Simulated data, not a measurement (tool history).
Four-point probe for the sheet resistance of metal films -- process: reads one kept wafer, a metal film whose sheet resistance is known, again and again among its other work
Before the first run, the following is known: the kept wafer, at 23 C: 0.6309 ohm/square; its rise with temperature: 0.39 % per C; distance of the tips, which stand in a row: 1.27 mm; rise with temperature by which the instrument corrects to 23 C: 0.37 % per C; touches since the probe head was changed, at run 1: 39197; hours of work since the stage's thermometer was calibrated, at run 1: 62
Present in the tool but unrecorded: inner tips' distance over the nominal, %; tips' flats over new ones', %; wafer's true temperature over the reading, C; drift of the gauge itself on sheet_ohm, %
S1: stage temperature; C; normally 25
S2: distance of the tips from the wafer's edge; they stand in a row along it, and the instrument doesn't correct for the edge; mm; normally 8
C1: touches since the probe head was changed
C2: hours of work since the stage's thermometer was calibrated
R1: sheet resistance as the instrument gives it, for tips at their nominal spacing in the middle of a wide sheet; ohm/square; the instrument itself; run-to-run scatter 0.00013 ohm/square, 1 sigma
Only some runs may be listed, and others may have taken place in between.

run	hour	S1	S2	C1	C2	R1
1	0	25	8	39197	62	0.641696
2	8.2	25	14	39531	67	0.635889
3	22.2	25	14	40106	75	0.635816
4	30.1	25	11	40425	80	0.637419
5	46	25	11	41075	89	0.637511
6	54.4	25	8	41418	94	0.64152
7	62.9	25	8	41765	99	0.641386
8	75.6	25	8	42286	107	0.641509
9	86.7	24	8	42740	113	0.641771
10	93.8	24	8	43027	117	0.641367
11	102.3	24	8	43374	122	0.641337
12	118.1	24	8	44020	132	0.641529
13	126.8	24	8	44375	137	0.641323
14	134.2	23	8	44677	141	0.641517
15	150.1	23	8	45328	150	0.641694
16	162	23	8	45814	157	0.641335
17	170.2	23	8	46150	162	0.641704
18	176.7	25	4	46414	166	0.665574
19	186.4	25	4	46812	171	0.665871
20	199.2	25	8	47332	179	0.641908
21	212.1	25	8	47860	186	0.642001
22	226.7	25	8	48459	195	0.64195
23	242.4	25	8	49097	204	0.641649
24	251.8	19	6	49484	210	0.647768
# hour 253.4: stage's thermometer calibrated
25	262.5	22	25	49898	5	0.633929
26	273.2	22	25	50335	12	0.63405
27	283.8	35	8	50769	18	0.642947
28	296.3	35	8	51279	25	0.642853
29	307.8	35	8	51751	32	0.64293
30	320.1	25	16	52251	39	0.635611
31	330.7	25	16	52686	45	0.635777
32	338.1	35	20	52987	50	0.636093
# hour 346.8: stage's thermometer calibrated, once more
33	353.4	32	4	53593	4	0.666372
34	364.9	32	4	54063	11	0.66674
35	371.7	26	70	54341	15	0.633392
36	380.3	26	45	54690	20	0.633688
37	393.5	26	45	55231	27	0.633847
38	401.6	26	45	55563	32	0.633873
39	411.7	26	45	55972	38	0.633884
40	426.2	31	52	56564	46	0.634353
41	433.7	20	8	56870	51	0.641553
42	446.9	20	8	57410	59	0.641391
43	455.6	20	8	57767	64	0.641624
44	468.9	20	8	58310	71	0.641415

Below, some changes in R1 between adjacent runs. For each, the amount present without the hidden state too (settings, incoming material, random variation) and the amount remaining for the hidden state with gauge scatter not shared by both compared results:
Run 17 -> 18: S1 23 -> 25, S2 8 -> 4. R1 +0.02387 ohm/square: hidden state +0.000086, all else +0.023784.
Run 19 -> 20: S2 4 -> 8. R1 -0.023963 ohm/square: hidden state -0.000049, all else -0.023914.
Run 32 -> 33: S1 35 -> 32, S2 20 -> 4, stage's thermometer calibrated, once more. R1 +0.030279 ohm/square: hidden state -0.000142, all else +0.030421.
Run 34 -> 35: S1 32 -> 26, S2 4 -> 70. R1 -0.033348 ohm/square: hidden state -0.000099, all else -0.033249.

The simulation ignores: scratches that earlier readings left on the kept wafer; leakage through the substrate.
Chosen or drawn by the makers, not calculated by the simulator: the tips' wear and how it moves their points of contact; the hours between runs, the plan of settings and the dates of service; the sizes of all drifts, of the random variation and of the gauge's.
